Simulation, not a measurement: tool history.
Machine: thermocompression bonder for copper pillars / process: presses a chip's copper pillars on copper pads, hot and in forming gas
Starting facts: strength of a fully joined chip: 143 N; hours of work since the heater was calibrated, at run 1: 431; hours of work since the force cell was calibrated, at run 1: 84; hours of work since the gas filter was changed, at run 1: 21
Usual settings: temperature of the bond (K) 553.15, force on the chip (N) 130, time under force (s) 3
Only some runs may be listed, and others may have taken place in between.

run   hour  temperature of the bond (K)  force on the chip (N)  time under force (s)  hours of work since the heater was calibrated  hours of work since the force cell was calibrated  hours of work since the gas filter was changed  force that shears a chip off (N)
  1      0                       553.15                    130                     3                                            431                                                 84                                              21                              99.7
  2    7.9                       553.15                    130                     3                                            434                                                 88                                              24                             102.4
  3   15.5                       553.15                    130                     3                                            438                                                 91                                              28                             101.7
  4     23                       553.15                    130                     3                                            441                                                 95                                              31                              97.5
  5   30.2                       553.15                    189                     3                                            445                                                 98                                              35                               116
  6   36.6                       553.15                    136                     3                                            448                                                101                                              37                             101.9
  7   45.2                       553.15                    136                     3                                            452                                                105                                              41                             103.5
  8   49.9                       553.15                    136                     3                                            454                                                107                                              44                             104.7
  9   58.3                       553.15                    136                     3                                            458                                                111                                              48                              99.6
 10   65.6                       553.15                    136                     3                                            461                                                114                                              51                             101.8
 11     71                       553.15                    136                     3                                            464                                                117                                              53                             102.3
 12   75.7                       553.15                    136                     3                                            466                                                119                                              56                             101.1
 13   80.7                       574.15                    130                     3                                            468                                                121                                              58                             118.5
 14   87.4                       574.15                    130                     3                                            471                                                125                                              61                             117.8
 15   94.8                       574.15                    130                     3                                            475                                                128                                              64                             115.6
 16  100.2                       553.15                     91                     3                                            477                                                130                                              67                              87.3
 17  107.5                       553.15                     91                     3                                            481                                                134                                              70                              86.2
 18    116                       553.15                     91                     3                                            485                                                138                                              74                              87.2
 19  125.9                       553.15                     91                     3                                            489                                                142                                              79                              86.9
 20  136.3                       553.15                     91                     3                                            494                                                147                                              84                              85.6
 21  143.4                       578.15                    142                     7                                            497                                                150                                              87                             132.1
 22  151.5                       561.15                    130                     6                                            501                                                154                                              91                             122.3
 23  155.8                       553.15                    101                     3                                            503                                                156                                              93                                89
 24  161.1                       553.15                    101                     3                                            505                                                159                                              95                              90.3
 25  167.1                       553.15                    101                     3                                            508                                                161                                              98                              90.8
 26  171.4                       554.15                    130                     3                                            510                                                163                                             100                               101
 27    178                       542.15                    130                     2                                            513                                                167                                             103                              80.6
 28  185.9                       570.15                     89                     2                                            517                                                170                                             107                              92.5
 29  196.1                       578.15                    113                     2                                            522                                                175                                             111                               107
 30  203.8                       578.15                    113                     2                                            525                                                179                                             115                               105
 31  208.9                       566.15                    104                     4                                            528                                                181                                             117                             110.4
 32  218.4                       579.15                    194                     7                                            532                                                185                                             122                             137.8
 33  226.6                       529.15                    166                     2                                            536                                                189                                             126                              76.5
 34  235.6                       548.15                    130                     2                                            540                                                193                                             130                              85.3
 35  241.1                       559.15                    121                     2                                            543                                                196                                             132                              93.2
 36  246.4                       537.15                     81                     9                                            545                                                198                                             135                              95.9
 37  252.2                       537.15                     81                     9                                            548                                                201                                             137                              96.5
 38  258.7                       537.15                     81                     9                                            551                                                204                                             140                              94.3

What if the next run were any one of these 3? Each begins from the tool's condition after run 38:
  A  266.3                       541.15                     99                     2                                            554                                                207                                             144                                 ?
  B  266.3                       553.15                     91                     3                                            554                                                207                                             144                                 ?
  C  266.3                       530.15                    130                     5                                            554                                                207                                             144                                 ?

run  force that shears a chip off (N)
  A                              67.5
  B                              86.3
  C                                90
The same runs, with their run-to-run variation unchanged, on a tool lacking any hidden condition would have given:
run  force that shears a chip off (N)
  A                              64.6
  B                              83.4
  C                              86.9
